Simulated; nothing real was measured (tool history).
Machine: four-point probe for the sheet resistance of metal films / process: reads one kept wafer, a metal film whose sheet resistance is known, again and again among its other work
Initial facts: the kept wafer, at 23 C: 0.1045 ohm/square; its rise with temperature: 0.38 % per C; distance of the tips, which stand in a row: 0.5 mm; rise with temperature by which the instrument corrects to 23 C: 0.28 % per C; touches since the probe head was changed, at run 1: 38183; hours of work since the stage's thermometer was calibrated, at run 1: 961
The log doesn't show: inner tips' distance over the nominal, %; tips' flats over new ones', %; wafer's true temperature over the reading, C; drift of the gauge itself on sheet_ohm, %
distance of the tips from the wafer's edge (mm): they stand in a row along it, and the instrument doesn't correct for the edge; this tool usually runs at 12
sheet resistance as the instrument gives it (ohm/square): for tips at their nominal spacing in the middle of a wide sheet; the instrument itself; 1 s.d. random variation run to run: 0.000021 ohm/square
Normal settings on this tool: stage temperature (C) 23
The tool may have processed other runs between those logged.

run,hour,stage temperature (C),distance of the tips from the wafer's edge (mm),touches since the probe head was changed,hours of work since the stage's thermometer was calibrated,sheet resistance as the instrument gives it (ohm/square)
1,0,23,12,38183,961,0.104204
2,58.8,23,12,39034,987,0.104134
3,101.7,25,12,39657,1007,0.104408
4,137.4,20,12,40173,1023,0.103857
5,184,26,12,40849,1045,0.104515
6,253.5,26,12,41856,1077,0.104459
7,305.3,26,12,42607,1100,0.104426
8,357.2,26,12,43359,1124,0.104439
9,386.6,19,30,43784,1138,0.103576
10,416.2,19,30,44214,1151,0.103568
11,473.3,33,74,45041,1177,0.105118
12,518.1,28,31,45691,1198,0.104569
13,577.4,27,39,46551,1225,0.104402
14,609.5,25,44,47014,1240,0.104179
15,677.8,25,44,48004,1271,0.104191

Forecast each of these 5 alternatives for the next run:
A,746.2,23,65,48996,1302,?
B,746.2,20,31,48996,1302,?
C,746.2,24,8,48996,1302,?
D,746.2,24,5,48996,1302,?
E,746.2,27,12,48996,1302,?

run,sheet resistance as the instrument gives it (ohm/square)
A,0.103931
B,0.103646
C,0.104269
D,0.104592
E,0.104527
What these runs would have given with no unlogged condition in the tool:
run,sheet resistance as the instrument gives it (ohm/square)
A,0.104493
B,0.104208
C,0.104833
D,0.105156
E,0.105091

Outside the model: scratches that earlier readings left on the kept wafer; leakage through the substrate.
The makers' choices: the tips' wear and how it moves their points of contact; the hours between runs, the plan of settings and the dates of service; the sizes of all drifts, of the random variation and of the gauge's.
